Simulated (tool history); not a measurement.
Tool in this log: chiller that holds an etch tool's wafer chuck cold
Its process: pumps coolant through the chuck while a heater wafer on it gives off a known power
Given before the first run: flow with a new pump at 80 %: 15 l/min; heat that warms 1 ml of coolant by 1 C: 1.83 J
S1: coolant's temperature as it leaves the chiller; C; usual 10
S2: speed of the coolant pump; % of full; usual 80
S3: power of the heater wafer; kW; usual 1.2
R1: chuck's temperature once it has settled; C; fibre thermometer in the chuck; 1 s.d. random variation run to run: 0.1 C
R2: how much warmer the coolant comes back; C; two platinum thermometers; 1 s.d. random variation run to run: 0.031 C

run 1 hour=0 | S1=10 S2=80 S3=1.2 | R1=24 R2=2.77
run 2 hour=59.6 | S1=10 S2=80 S3=1.2 | R1=24 R2=2.82
run 3 hour=178.3 | S1=10 S2=80 S3=1.2 | R1=24.1 R2=2.86
run 4 hour=304.7 | S1=10 S2=80 S3=1.337 | R1=25.9 R2=3.11
run 5 hour=442.5 | S1=10 S2=80 S3=1.337 | R1=25.5 R2=3.1
run 6 hour=579.2 | S1=10 S2=80 S3=0.622 | R1=17.4 R2=1.48
run 7 hour=688.5 | S1=10 S2=80 S3=1.735 | R1=30.7 R2=4.07
run 8 hour=780.4 | S1=10 S2=80 S3=1.735 | R1=30.7 R2=4.11
run 9 hour=870.7 | S1=10 S2=80 S3=1.735 | R1=30.8 R2=4.11
run 10 hour=931.3 | S1=10 S2=80 S3=1.735 | R1=30.8 R2=4.08
run 11 hour=1053.4 | S1=10 S2=84 S3=1.735 | R1=30.2 R2=3.89
run 12 hour=1152.3 | S1=10 S2=84 S3=1.735 | R1=30.1 R2=3.92
run 13 hour=1279.2 | S1=17 S2=84 S3=1.735 | R1=37.4 R2=3.93
run 14 hour=1360.7 | S1=15 S2=80 S3=1.2 | R1=29.5 R2=2.85
run 15 hour=1433.1 | S1=10 S2=80 S3=1.2 | R1=24.7 R2=2.87
run 16 hour=1508.2 | S1=10 S2=80 S3=1.2 | R1=24.9 R2=2.92
run 17 hour=1586.1 | S1=10 S2=80 S3=1.2 | R1=24.9 R2=2.87
run 18 hour=1725.6 | S1=0 S2=61 S3=1.2 | R1=18.1 R2=3.88
run 19 hour=1846.9 | S1=15 S2=80 S3=1.2 | R1=30 R2=2.92
-- hour=1856.3 chiller's thermometer calibrated
run 20 hour=1945.2 | S1=15 S2=80 S3=1.2 | R1=29.6 R2=2.94
run 21 hour=2084.5 | S1=15 S2=80 S3=1.2 | R1=29.8 R2=2.94
run 22 hour=2194.5 | S1=14 S2=71 S3=1.2 | R1=30.2 R2=3.35
run 23 hour=2266.2 | S1=14 S2=71 S3=1.2 | R1=30.2 R2=3.33
run 24 hour=2380.5 | S1=10 S2=80 S3=1.596 | R1=29.8 R2=3.83
run 25 hour=2470.3 | S1=9 S2=80 S3=0.729 | R1=18 R2=1.82
run 26 hour=2536.9 | S1=10 S2=80 S3=1.708 | R1=31.4 R2=4.19
run 27 hour=2622.9 | S1=10 S2=80 S3=1.061 | R1=23.2 R2=2.66
run 28 hour=2720.3 | S1=10 S2=80 S3=1.061 | R1=23.2 R2=2.64
run 29 hour=2810.3 | S1=10 S2=80 S3=1.061 | R1=23.4 R2=2.61
run 30 hour=2886.9 | S1=19 S2=83 S3=1.436 | R1=36.7 R2=3.41
run 31 hour=3011.7 | S1=19 S2=83 S3=1.436 | R1=36.7 R2=3.41
run 32 hour=3123.7 | S1=7 S2=80 S3=1.522 | R1=26.5 R2=3.8
run 33 hour=3203.3 | S1=12 S2=80 S3=1.649 | R1=33.4 R2=4.08

Below are 3 alternative next runs, each starting from the tool's condition after run 33. Predict each:
run A hour=3349.8 | S1=12 S2=80 S3=0.796 | R1=? R2=?
run B hour=3349.8 | S1=5 S2=80 S3=1.649 | R1=? R2=?
run C hour=3349.8 | S1=5 S2=80 S3=1.153 | R1=? R2=?

run=A R1=22.3 R2=2.01
run=B R1=26.2 R2=4.08
run=C R1=19.9 R2=2.91
With the hidden condition removed and each run's random variation left untouched, the same runs would have given:
run=A R1=20.6 R2=1.77
run=B R1=22.9 R2=3.56
run=C R1=17.5 R2=2.55
